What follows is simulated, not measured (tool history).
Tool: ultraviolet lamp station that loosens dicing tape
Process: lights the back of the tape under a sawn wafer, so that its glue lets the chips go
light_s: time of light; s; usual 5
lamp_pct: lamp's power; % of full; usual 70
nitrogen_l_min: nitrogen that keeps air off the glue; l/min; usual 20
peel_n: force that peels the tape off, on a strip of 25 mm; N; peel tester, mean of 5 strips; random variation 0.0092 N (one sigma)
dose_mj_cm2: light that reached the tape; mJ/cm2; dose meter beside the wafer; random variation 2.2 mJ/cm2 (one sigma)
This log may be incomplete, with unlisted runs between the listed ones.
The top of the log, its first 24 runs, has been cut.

run	hour	light_s	lamp_pct	nitrogen_l_min	hours of work of the lamp	hours of work since the window was cleaned	peel_n	dose_mj_cm2
25	583.4	4	67	6	566	74	1.793	125
26	601	5	70	14	573	81	0.762	159
27	615.4	5	70	14	579	87	0.753	156
28	638	6	87	35	589	97	0.27	230
29	651.9	5	65	21	594	102	0.708	145
30	679.3	4	70	7	606	114	1.61	124
31	696.4	4	61	7	613	121	1.96	105
32	724.3	7	61	7	625	133	0.834	182
33	754.9	7	70	22	637	145	0.342	209
34	769.1	2	75	10	643	151	2.954	61
# hour 783: lamp changed
35	800.4	5	76	16	7	164	0.403	206
36	818.3	5	76	16	15	171	0.41	203
37	836.7	5	97	20	22	179	0.262	260
38	853.1	5	97	24	29	186	0.248	257
39	868.4	5	97	24	36	192	0.249	257
40	885.2	5	70	11	43	199	0.645	184
41	913.9	5	70	11	54	211	0.621	185
42	935.5	3	61	20	63	220	1.389	95
43	960.1	6	61	20	74	230	0.435	194

Forecast each of these 5 alternatives for the next run:
A	983.1	3	64	37	83	240	?	?
B	983.1	6	77	20	83	240	?	?
C	983.1	6	61	20	83	240	?	?
D	983.1	2	62	21	83	240	?	?
E	983.1	9	80	32	83	240	?	?

run	peel_n	dose_mj_cm2
A	1.106	98
B	0.284	234
C	0.426	191
D	2.289	61
E	0.209	369
Without the tool's hidden state the same runs would have given:
run	peel_n	dose_mj_cm2
A	0.924	109
B	0.249	260
C	0.356	212
D	2.037	68
E	0.207	409

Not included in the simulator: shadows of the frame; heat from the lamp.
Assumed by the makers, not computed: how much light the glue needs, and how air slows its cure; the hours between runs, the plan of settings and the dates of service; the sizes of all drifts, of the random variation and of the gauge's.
